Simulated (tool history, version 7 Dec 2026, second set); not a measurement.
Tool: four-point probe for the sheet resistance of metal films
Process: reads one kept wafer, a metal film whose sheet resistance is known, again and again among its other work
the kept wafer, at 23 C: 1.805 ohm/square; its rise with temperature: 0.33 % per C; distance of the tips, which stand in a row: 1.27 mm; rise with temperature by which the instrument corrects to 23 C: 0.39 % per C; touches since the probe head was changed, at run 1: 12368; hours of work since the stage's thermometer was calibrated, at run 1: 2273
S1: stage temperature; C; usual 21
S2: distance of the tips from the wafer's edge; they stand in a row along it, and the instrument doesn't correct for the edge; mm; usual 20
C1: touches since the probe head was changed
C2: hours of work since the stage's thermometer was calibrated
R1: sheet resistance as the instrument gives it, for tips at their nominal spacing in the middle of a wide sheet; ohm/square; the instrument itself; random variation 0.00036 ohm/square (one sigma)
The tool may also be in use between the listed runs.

run    hour  S1  S2     C1    C2        R1
  1     0.0  21  20  12368  2273  1.810696
  2    26.7  21  20  12722  2288  1.811375
  3    52.0  21  20  13056  2302  1.811195
  4    83.9  21  22  13478  2320  1.810159
  5    99.4  21  22  13684  2328  1.810775
  6   116.6  21  22  13912  2338  1.810634
  7   148.0  21  22  14327  2355  1.810085
  8   178.1  21  22  14725  2372  1.810149
  9   199.8  33  20  15013  2384  1.799034
 10   228.4  33  20  15390  2400  1.799053
 11   253.7  31  20  15725  2414  1.800714
 12   280.1  31  20  16074  2429  1.800853
 13   312.6  21  20  16505  2447  1.811346
 14   348.0  21  20  16973  2467  1.811525
 15   382.3  21  20  17427  2486  1.810951
 16   409.3  21  52  17784  2501  1.807170
 17   428.9  21  20  18044  2511  1.811246
 18   451.6  21  20  18344  2524  1.811069
 19   466.5  21  20  18541  2532  1.811107
      482.2  -- stage's thermometer calibrated
 20   482.5  21  20  18746     0  1.811472
 21   505.1  21   5  19045    13  1.867697
 22   541.5  21   5  19526    33  1.867350
 23   577.5  21  12  20004    53  1.817681
 24   595.3  26  43  20239    63  1.803528
 25   625.0  19  20  20632    79  1.813476
 26   646.1  19  20  20910    91  1.812946
 27   665.4  29   7  21167   102  1.830231
 28   688.9  20  59  21477   115  1.808853
 29   713.1  19  20  21797   128  1.813398
 30   733.7  19  20  22069   140  1.813512
 31   760.5  19  20  22425   155  1.813295
 32   783.3  27  16  22726   167  1.807108
 33   804.8  29  11  23011   179  1.811692
 34   824.6  24  22  23273   190  1.807875
 35   854.4  32  50  23668   207  1.796663
 36   882.4  32  50  24038   222  1.796724
 37   897.9  32  50  24242   231  1.796708
 38   933.2  31  60  24710   251  1.797125
 39   951.1  28  14  24947   261  1.807531
 40   978.6  23  20  25310   276  1.808880
 41  1006.2  23  20  25676   291  1.808950
 42  1042.7  21   9  26159   311  1.826639
 43  1071.7  26  14  26542   328  1.810293
 44  1090.3  27   6  26788   338  1.843818
 45  1117.7  20  11  27151   353  1.820266
 46  1138.0  24   6  27420   364  1.846566

Hidden state at the last listed run before each entry between runs and at the first one after, where it differs:
Between runs 19 and 20: stage's thermometer calibrated (hour 482.2)
  no hidden state differs between the two runs
